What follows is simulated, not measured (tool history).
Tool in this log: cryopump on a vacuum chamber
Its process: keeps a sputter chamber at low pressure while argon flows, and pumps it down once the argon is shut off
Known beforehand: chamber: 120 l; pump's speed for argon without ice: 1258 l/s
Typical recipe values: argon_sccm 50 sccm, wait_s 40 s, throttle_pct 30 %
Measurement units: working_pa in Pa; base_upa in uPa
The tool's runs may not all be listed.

run,hour,argon_sccm,wait_s,throttle_pct,working_pa,base_upa
1,0,50,40,30,0.2302,3.73
2,23.7,50,40,30,0.2302,3.66
3,43.7,50,40,30,0.229,3.72
4,65.8,50,55,30,0.2318,3.06
5,79.8,57,40,30,0.2652,3.82
6,96.2,57,40,30,0.2624,3.75
7,110.5,69,40,30,0.3173,3.73
8,126.4,66,40,30,0.3075,3.75
9,139.2,50,22,30,0.2329,6.19
10,166.5,50,40,30,0.2329,3.85
11,183.7,50,40,30,0.2322,3.84
12,203,50,40,30,0.2353,3.87
13,229.4,50,40,30,0.2377,3.76
14,244.7,50,76,30,0.2343,2.49
15,269.6,50,40,30,0.2353,3.88
16,281.6,50,41,30,0.2361,3.77
17,301.3,50,40,30,0.2362,3.89
# hour 323.5: pump warmed up, emptied and cooled again
18,334.1,50,40,30,0.225,3.64
19,359.3,51,40,53,0.1306,3.75
20,374.2,55,32,30,0.2469,4.38
21,390.8,50,138,48,0.1421,1.74
22,418.8,50,29,30,0.2266,4.85
23,441.3,50,29,30,0.2273,4.86
24,463.2,50,29,30,0.2272,4.83

Run 25 comes next. What will it give?
25,478.7,50,29,30,?,?

For run 25 the tool returned working_pa 0.2278 Pa, base_upa 4.82 uPa.
Take away the tool's hidden state, keep the run-to-run variation as it was, and the same run would have given working_pa 0.2247 Pa, base_upa 4.16 uPa.
